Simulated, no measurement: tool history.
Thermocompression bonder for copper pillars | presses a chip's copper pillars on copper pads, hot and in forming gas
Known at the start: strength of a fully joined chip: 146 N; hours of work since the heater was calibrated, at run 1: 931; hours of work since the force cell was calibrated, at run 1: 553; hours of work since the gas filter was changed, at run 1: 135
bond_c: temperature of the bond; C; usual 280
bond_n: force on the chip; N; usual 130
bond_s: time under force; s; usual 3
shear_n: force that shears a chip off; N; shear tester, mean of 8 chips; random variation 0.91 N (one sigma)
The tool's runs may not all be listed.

run	hour	bond_c	bond_n	bond_s	hours of work since the heater was calibrated	hours of work since the force cell was calibrated	hours of work since the gas filter was changed	shear_n
1	0	280	130	3	931	553	135	74.4
2	16.9	280	130	3	940	562	144	73.7
3	38.1	280	130	3	951	574	155	74.5
4	54.9	291	130	3	960	582	164	83.4
5	78.2	280	130	4	973	595	176	81.7
6	99.8	280	130	4	984	606	188	79.6
7	120.7	280	130	4	995	617	199	80.1
8	144.4	280	130	4	1008	630	211	79.1
9	169.3	280	130	4	1021	643	224	79.1
# hour 172: force cell calibrated
# hour 174.4: forming gas filter changed
10	188.5	280	88	3	1030	8	7	54.6
11	208.3	280	88	3	1040	19	18	54.8
12	228.7	280	88	3	1051	30	29	54.2
13	252.7	293	156	3	1064	42	41	98.7
# hour 262.5: heater calibrated with a thermocouple chip
14	269.5	293	156	3	4	50	49	93.3
15	287.1	301	83	6	13	59	58	75.4
16	302.6	301	138	6	21	68	67	108.1
# hour 317.1: force cell calibrated, once more
17	323.6	301	138	6	31	3	77	109.9
18	349.9	269	120	3	45	17	91	60.8
19	366.2	269	120	3	54	26	99	58.6
20	390	273	195	6	67	39	112	109.8
21	408.7	273	195	6	76	48	122	110.2
22	427.5	278	116	3	86	58	132	63.5
23	446.9	278	178	2	97	69	142	78.7
24	469.3	280	130	3	108	80	154	70.5

3 ways to go on from here, each from the tool as it stands after run 24. What would each give?
A	489.8	280	142	3	119	91	165	?
B	489.8	273	191	3	119	91	165	?
C	489.8	280	103	3	119	91	165	?

run	shear_n
A	77.5
B	90
C	58.3
Without the tool's hidden state the same runs would have given:
run	shear_n
A	82.7
B	96
C	62.2
